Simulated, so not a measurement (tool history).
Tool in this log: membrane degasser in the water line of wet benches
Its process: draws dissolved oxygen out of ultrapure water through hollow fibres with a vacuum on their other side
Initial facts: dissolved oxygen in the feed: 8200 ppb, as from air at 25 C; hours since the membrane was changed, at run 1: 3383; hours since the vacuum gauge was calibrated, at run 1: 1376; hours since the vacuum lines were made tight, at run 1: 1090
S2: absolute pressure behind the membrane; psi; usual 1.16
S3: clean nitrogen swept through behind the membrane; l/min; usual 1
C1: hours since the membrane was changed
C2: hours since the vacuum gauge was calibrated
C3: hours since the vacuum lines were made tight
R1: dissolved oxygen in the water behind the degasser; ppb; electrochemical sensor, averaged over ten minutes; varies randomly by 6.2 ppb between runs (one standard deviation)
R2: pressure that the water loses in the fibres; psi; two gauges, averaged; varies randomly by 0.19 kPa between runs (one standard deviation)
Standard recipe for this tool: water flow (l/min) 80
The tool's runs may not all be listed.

run 1 day=0 | water_flow_(l/min)=80 S2=1.16 S3=1 | C1=3383 C2=1376 C3=1090 | R1=642.4 R2=5.572
run 2 day=3.096 | water_flow_(l/min)=80 S2=1.16 S3=1 | C1=3458 C2=1450 C3=1164 | R1=648.1 R2=5.561
run 3 day=6.95 | water_flow_(l/min)=80 S2=1.16 S3=1.84 | C1=3550 C2=1543 C3=1257 | R1=414.3 R2=5.614
run 4 day=13.325 | water_flow_(l/min)=80 S2=1.16 S3=1.84 | C1=3703 C2=1696 C3=1410 | R1=426.2 R2=5.585
run 5 day=18.554 | water_flow_(l/min)=80 S2=1.16 S3=1.84 | C1=3829 C2=1821 C3=1535 | R1=419.4 R2=5.568
run 6 day=24.417 | water_flow_(l/min)=102 S2=1.16 S3=1 | C1=3969 C2=1962 C3=1676 | R1=752.5 R2=7.169
run 7 day=27.792 | water_flow_(l/min)=102 S2=1.16 S3=1 | C1=4050 C2=2043 C3=1757 | R1=753.7 R2=7.145
run 8 day=32.533 | water_flow_(l/min)=80 S2=1.16 S3=1 | C1=4164 C2=2157 C3=1871 | R1=647.8 R2=5.596
run 9 day=37.392 | water_flow_(l/min)=80 S2=1.16 S3=1 | C1=4281 C2=2273 C3=1987 | R1=645.3 R2=5.58
-- day=37.979 vacuum gauge calibrated
run 10 day=44.029 | water_flow_(l/min)=80 S2=0.731 S3=1 | C1=4440 C2=145 C3=2146 | R1=286.7 R2=5.629
run 11 day=48.596 | water_flow_(l/min)=80 S2=0.731 S3=1 | C1=4549 C2=255 C3=2256 | R1=285.8 R2=5.627
run 12 day=56.112 | water_flow_(l/min)=105 S2=0.731 S3=1 | C1=4730 C2=435 C3=2436 | R1=371.7 R2=7.39
run 13 day=59.483 | water_flow_(l/min)=82 S2=0.864 S3=1 | C1=4810 C2=516 C3=2517 | R1=413.6 R2=5.713
run 14 day=66.092 | water_flow_(l/min)=80 S2=2.888 S3=0.44 | C1=4969 C2=675 C3=2676 | R1=2847.5 R2=5.597
run 15 day=69.721 | water_flow_(l/min)=80 S2=2.888 S3=0.44 | C1=5056 C2=762 C3=2763 | R1=2891.6 R2=5.641
run 16 day=72.796 | water_flow_(l/min)=80 S2=2.888 S3=0.44 | C1=5130 C2=836 C3=2837 | R1=2858.7 R2=5.639
-- day=78.054 vacuum gauge calibrated, once more
run 17 day=78.171 | water_flow_(l/min)=114 S2=1.12 S3=0.45 | C1=5258 C2=3 C3=2965 | R1=1073.4 R2=8.055
run 18 day=82.671 | water_flow_(l/min)=70 S2=0.843 S3=0.61 | C1=5366 C2=111 C3=3073 | R1=419.3 R2=4.943
run 19 day=86.65 | water_flow_(l/min)=70 S2=0.843 S3=0.61 | C1=5462 C2=206 C3=3168 | R1=417.2 R2=4.983
run 20 day=94.225 | water_flow_(l/min)=70 S2=0.843 S3=0.61 | C1=5644 C2=388 C3=3350 | R1=421.2 R2=4.985
run 21 day=100.992 | water_flow_(l/min)=53 S2=0.843 S3=1.97 | C1=5806 C2=550 C3=3513 | R1=151.7 R2=3.767
run 22 day=105.221 | water_flow_(l/min)=109 S2=2.714 S3=0.73 | C1=5908 C2=652 C3=3614 | R1=2438.8 R2=7.744

Below are 4 alternative next runs, each starting from the tool's condition after run 22. Predict each:
run A day=109.275 | water_flow_(l/min)=109 S2=2.802 S3=0.73 | C1=6005 C2=749 C3=3712 | R1=? R2=?
run B day=109.275 | water_flow_(l/min)=117 S2=1.289 S3=0.73 | C1=6005 C2=749 C3=3712 | R1=? R2=?
run C day=109.275 | water_flow_(l/min)=90 S2=0.699 S3=1.83 | C1=6005 C2=749 C3=3712 | R1=? R2=?
run D day=109.275 | water_flow_(l/min)=50 S2=1.403 S3=2.86 | C1=6005 C2=749 C3=3712 | R1=? R2=?

run=A R1=2534.1 R2=7.787
run=B R1=1117.2 R2=8.277
run=C R1=175.8 R2=6.402
run=D R1=250 R2=3.598
Take away the tool's hidden state, keep each run's random variation, and the runs would have read:
run=A R1=2530.6 R2=7.514
run=B R1=1103.9 R2=7.984
run=C R1=166.8 R2=6.179
run=D R1=246.7 R2=3.474
